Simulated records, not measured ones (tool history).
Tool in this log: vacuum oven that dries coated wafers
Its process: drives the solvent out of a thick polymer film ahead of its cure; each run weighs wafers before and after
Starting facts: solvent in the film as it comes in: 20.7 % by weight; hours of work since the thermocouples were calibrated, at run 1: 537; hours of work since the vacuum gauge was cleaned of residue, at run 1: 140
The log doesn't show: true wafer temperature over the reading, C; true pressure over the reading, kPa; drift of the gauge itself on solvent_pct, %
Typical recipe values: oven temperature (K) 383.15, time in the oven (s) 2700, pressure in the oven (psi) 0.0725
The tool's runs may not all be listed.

run,hour,oven temperature (K),time in the oven (s),pressure in the oven (psi),hours of work since the thermocouples were calibrated,hours of work since the vacuum gauge was cleaned of residue,solvent left in the film (%)
1,0.0,383.15,2700,0.0725,537,140,4.35
2,59.0,383.15,2700,0.0725,583,186,4.44
3,109.7,383.15,2700,0.0725,623,226,4.50
4,206.9,383.15,2700,0.0725,700,303,4.55
5,298.7,383.15,2700,0.0725,772,375,4.52
6,345.6,386.15,2700,0.0725,809,412,3.64
7,411.4,386.15,2700,0.0725,861,464,3.78
8,475.4,386.15,2700,0.0725,911,514,3.76
9,554.5,386.15,2700,0.0725,973,576,3.94
10,615.8,383.15,4200,0.0725,1022,625,2.85
11,695.9,383.15,2700,0.0725,1085,688,4.90
# hour 751.6: oven's thermocouples calibrated
12,791.4,383.15,2700,0.0725,31,762,4.47
13,832.6,383.15,2700,0.0725,64,794,4.62
14,885.8,383.15,2700,0.0725,106,836,4.44
# hour 896.3: vacuum gauge cleaned of residue and calibrated
15,935.1,382.15,2700,0.0725,143,31,5.07
16,1003.3,383.15,2700,0.0725,197,84,4.81
17,1071.6,383.15,2700,0.0650,251,138,4.85
18,1127.7,383.15,2700,0.0650,295,182,4.90
# hour 1156.6: vacuum gauge cleaned of residue and calibrated, once more
19,1191.5,383.15,4680,0.0650,344,27,1.88
20,1257.9,379.15,2700,0.0725,396,80,5.67
21,1344.0,388.15,2700,0.0725,464,148,2.83
22,1401.8,388.15,2700,0.0725,510,193,2.86
23,1485.7,388.15,2700,0.0725,576,259,2.92

Run 24 comes next. What will it give?
24,1577.2,388.15,2700,0.0725,648,331,?

solvent left in the film (%): 3.12
Take away the tool's hidden state, keep the run-to-run variation as it was, and the same run would have given solvent left in the film (%) 2.66.

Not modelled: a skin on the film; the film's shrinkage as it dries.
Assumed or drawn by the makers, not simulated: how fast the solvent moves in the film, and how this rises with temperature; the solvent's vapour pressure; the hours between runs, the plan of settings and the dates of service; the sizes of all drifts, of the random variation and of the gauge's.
